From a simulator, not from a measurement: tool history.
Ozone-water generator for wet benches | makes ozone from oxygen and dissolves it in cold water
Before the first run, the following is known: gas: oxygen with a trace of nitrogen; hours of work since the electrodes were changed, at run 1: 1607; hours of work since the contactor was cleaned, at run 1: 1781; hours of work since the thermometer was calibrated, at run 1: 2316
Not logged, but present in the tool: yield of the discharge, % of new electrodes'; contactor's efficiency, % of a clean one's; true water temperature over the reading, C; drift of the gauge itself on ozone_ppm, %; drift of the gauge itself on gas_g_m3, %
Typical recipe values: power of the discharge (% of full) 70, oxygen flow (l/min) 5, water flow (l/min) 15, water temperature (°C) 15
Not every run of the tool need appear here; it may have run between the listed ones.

| run | hour | power of the discharge (% of full) | oxygen flow (l/min) | water flow (l/min) | water temperature (°C) | hours of work since the electrodes were changed | hours of work since the contactor was cleaned | hours of work since the thermometer was calibrated | dissolved ozone (ppm) | ozone in the gas ahead of the water (g/m3) |
|---|---|---|---|---|---|---|---|---|---|---|
| 1 | 0 | 70 | 5 | 15 | 15 | 1607 | 1781 | 2316 | 26.2 | 189.8 |
| 2 | 142.5 | 70 | 5 | 15 | 15 | 1735 | 1909 | 2444 | 26.1 | 188 |
| 3 | 287.7 | 70 | 5 | 15 | 15 | 1866 | 2039 | 2574 | 26.3 | 189.2 |
| 4 | 391.8 | 70 | 5 | 15 | 15 | 1959 | 2133 | 2668 | 26.3 | 186.6 |
| 5 | 522 | 70 | 5 | 15 | 9 | 2076 | 2250 | 2785 | 28.8 | 189.8 |
| 6 | 584.2 | 70 | 7.2 | 15 | 15 | 2132 | 2306 | 2841 | 25.5 | 153.5 |
| 7 | 644.5 | 70 | 7.2 | 15 | 15 | 2186 | 2360 | 2895 | 25.5 | 152.2 |
| 8 | 716.9 | 70 | 7.2 | 15 | 15 | 2252 | 2425 | 2960 | 25.8 | 154.5 |
| 9 | 851.1 | 70 | 7.2 | 15 | 15 | 2372 | 2545 | 3081 | 25.7 | 152.8 |
| 10 | 969.6 | 70 | 7.2 | 15 | 15 | 2479 | 2652 | 3187 | 25.5 | 151.6 |
| 11 | 1052.8 | 70 | 7.2 | 15 | 15 | 2553 | 2727 | 3262 | 25.5 | 152.4 |
| 12 | 1152.6 | 70 | 5.89 | 10 | 15 | 2643 | 2816 | 3351 | 33.6 | 171.2 |
| 13 | 1295.1 | 70 | 5.89 | 10 | 15 | 2771 | 2944 | 3479 | 34 | 170.9 |
| 14 | 1429.1 | 70 | 5.89 | 10 | 15 | 2891 | 3065 | 3600 | 33.6 | 169.9 |
|  | 1501 | gauge calibrated |
| 15 | 1524.2 | 73 | 5.23 | 21 | 15 | 2977 | 3150 | 3685 | 20.4 | 190.5 |
| 16 | 1641.7 | 90 | 3.89 | 12 | 15 | 3083 | 3256 | 3791 | 36 | 248.3 |
| 17 | 1767.6 | 70 | 5 | 19 | 15 | 3196 | 3369 | 3904 | 21.5 | 190 |
| 18 | 1915.1 | 44 | 3 | 19 | 15 | 3328 | 3501 | 4037 | 15.9 | 188 |
|  | 1966 | water thermometer calibrated |
| 19 | 2030.1 | 76 | 2.68 | 10 | 18 | 3431 | 3604 | 58 | 35.1 | 273.8 |
| 20 | 2134 | 76 | 2.68 | 10 | 18 | 3524 | 3698 | 151 | 35.4 | 279.9 |
| 21 | 2210 | 55 | 2.57 | 23 | 15 | 3593 | 3766 | 219 | 14.3 | 234 |
| 22 | 2298.1 | 55 | 2.57 | 23 | 15 | 3672 | 3845 | 298 | 14.4 | 233.2 |

Had the tool no unlogged condition, and each run kept its random variation, what would the results have been?
| run | ozone in the gas ahead of the water (g/m3) |
|---|---|
| 1 | 189.9 |
| 2 | 188.6 |
| 3 | 190.3 |
| 4 | 188.1 |
| 5 | 191.8 |
| 6 | 155.3 |
| 7 | 154.2 |
| 8 | 156.7 |
| 9 | 155.4 |
| 10 | 154.6 |
| 11 | 155.7 |
| 12 | 175.2 |
| 13 | 175.4 |
| 14 | 174.8 |
| 15 | 190.7 |
| 16 | 249.2 |
| 17 | 191.1 |
| 18 | 189.6 |
| 19 | 276.9 |
| 20 | 283.6 |
| 21 | 237.4 |
| 22 | 237 |
dissolved ozone (ppm): within 0.1 of the measured result in every run.
